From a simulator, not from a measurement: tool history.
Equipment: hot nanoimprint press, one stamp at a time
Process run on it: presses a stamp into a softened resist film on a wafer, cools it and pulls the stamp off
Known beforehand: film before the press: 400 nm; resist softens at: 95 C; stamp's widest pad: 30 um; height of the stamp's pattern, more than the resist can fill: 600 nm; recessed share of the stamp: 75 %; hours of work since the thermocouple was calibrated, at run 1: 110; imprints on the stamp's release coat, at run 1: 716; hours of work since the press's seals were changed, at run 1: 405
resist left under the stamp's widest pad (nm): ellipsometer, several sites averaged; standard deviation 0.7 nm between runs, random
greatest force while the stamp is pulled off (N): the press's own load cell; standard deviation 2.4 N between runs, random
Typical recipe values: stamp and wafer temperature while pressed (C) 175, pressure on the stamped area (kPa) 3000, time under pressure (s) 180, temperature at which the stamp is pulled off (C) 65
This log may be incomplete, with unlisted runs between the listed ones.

run    hour  stamp and wafer temperature while pressed (C)  pressure on the stamped area (kPa)  time under pressure (s)  temperature at which the stamp is pulled off (C)  hours of work since the thermocouple was calibrated  imprints on the stamp's release coat  hours of work since the press's seals were changed  resist left under the stamp's widest pad (nm)  greatest force while the stamp is pulled off (N)
  1     0.0                                            175                                3000                      180                                                65                                                  110                                   716                                                 405                                          217.3                                               210
  2    24.8                                            175                                3000                      180                                                65                                                  121                                   750                                                 416                                          214.8                                               207
  3    64.9                                            175                                3000                      180                                                65                                                  138                                   804                                                 433                                          216.7                                               210
  4   105.3                                            175                                3000                      180                                                65                                                  156                                   860                                                 451                                          216.1                                               215
  5   131.9                                            175                                3000                      180                                                65                                                  167                                   896                                                 462                                          215.4                                               214
  6   179.4                                            187                                3000                      180                                                65                                                  188                                   961                                                 483                                          168.8                                               212
  7   208.0                                            187                                3000                      180                                                65                                                  200                                  1000                                                 495                                          168.2                                               216
  8   230.1                                            187                                3000                      180                                                65                                                  210                                  1030                                                 505                                          169.3                                               209
  9   255.0                                            187                                3000                      180                                                65                                                  220                                  1064                                                 515                                          168.6                                               220
 10   277.2                                            187                                3000                      180                                                65                                                  230                                  1095                                                 525                                          167.4                                               214
      287.9  -- stamp cleaned and given a new release coat
 11   313.4                                            175                                2990                      180                                                65                                                  243                                    35                                                 538                                          218.7                                               182
 12   341.1                                            175                                3000                      180                                                65                                                  255                                    73                                                 550                                          217.9                                               193
 13   367.8                                            175                                3000                      180                                                65                                                  267                                   110                                                 562                                          218.3                                               195
      387.5  -- plate thermocouple calibrated
 14   391.6                                            175                                3000                      180                                                65                                                    2                                   138                                                 571                                          216.0                                               189
 15   413.8                                            172                                3000                      180                                                65                                                   11                                   168                                                 580                                          229.3                                               191
 16   454.6                                            175                                3000                      180                                                65                                                   29                                   224                                                 598                                          216.5                                               193
 17   499.9                                            175                                2110                      152                                                52                                                   49                                   286                                                 617                                          260.0                                               212
 18   542.1                                            182                                3820                      152                                                52                                                   67                                   344                                                 635                                          178.6                                               208
 19   585.2                                            182                                3820                      152                                                52                                                   85                                   403                                                 654                                          177.4                                               215
 20   621.5                                            175                                3000                      180                                                71                                                  101                                   453                                                 670                                          217.2                                               194
 21   671.5                                            175                                4750                      180                                                58                                                  123                                   521                                                 691                                          179.1                                               209
 22   712.9                                            184                                3000                      320                                                55                                                  141                                   578                                                 709                                          145.7                                               216
 23   762.2                                            184                                3000                      320                                                55                                                  162                                   645                                                 731                                          146.2                                               219
 24   789.9                                            174                                1820                      117                                                73                                                  174                                   683                                                 743                                          297.4                                               200
 25   813.7                                            174                                1820                      108                                                53                                                  184                                   715                                                 753                                          302.6                                               222
 26   858.0                                            183                                1820                      110                                                61                                                  203                                   776                                                 772                                          262.8                                               217
 27   885.3                                            183                                1820                      110                                                61                                                  215                                   813                                                 784                                          264.2                                               212
 28   912.1                                            175                                2260                      305                                                65                                                  227                                   850                                                 795                                          207.6                                               210
 29   957.7                                            181                                3270                      270                                                54                                                  246                                   912                                                 815                                          161.1                                               230
 30  1005.1                                            175                                3660                      180                                                65                                                  267                                   977                                                 836                                          202.8                                               213
     1026.2  -- plate thermocouple calibrated
 31  1040.6                                            179                                3000                      180                                                56                                                    6                                  1022                                                 850                                          199.2                                               233

For each run, the measured value with the value that run would have given without the tool's hidden condition subtracted. The run-to-run variation is shared by both, the gauge scatter possibly not:
Hidden conditions of the tool in this case: true temperature over the reading, C; pressure that arrives at the usual setting, %; grip of the stamp's worn release coat, % over a new coat's; drift of the gauge itself on residual_nm, %; drift of the gauge itself on pull_off_n, %.
run  resist left under the stamp's widest pad (nm)  greatest force while the stamp is pulled off (N)
  1                                           +5.6                                               +22
  2                                           +5.8                                               +23
  3                                           +6.1                                               +25
  4                                           +6.4                                               +27
  5                                           +6.5                                               +28
  6                                           +5.7                                               +29
  7                                           +6.0                                               +31
  8                                           +6.1                                               +31
  9                                           +6.2                                               +33
 10                                           +6.4                                               +33
 11                                           +8.0                                                +2
 12                                           +8.2                                                +3
 13                                           +8.4                                                +4
 14                                           +5.2                                                +4
 15                                           +5.4                                                +5
 16                                           +5.6                                                +7
 17                                           +4.4                                                +9
 18                                           +7.2                                               +11
 19                                           +7.5                                               +13
 20                                           +7.0                                               +13
 21                                          +10.2                                               +16
 22                                           +6.0                                               +19
 23                                           +6.3                                               +21
 24                                           +5.2                                               +20
 25                                           +5.2                                               +23
 26                                           +5.9                                               +25
 27                                           +6.2                                               +25
 28                                           +7.4                                               +26
 29                                           +8.6                                               +30
 30                                          +11.5                                               +30
 31                                           +6.4                                               +33
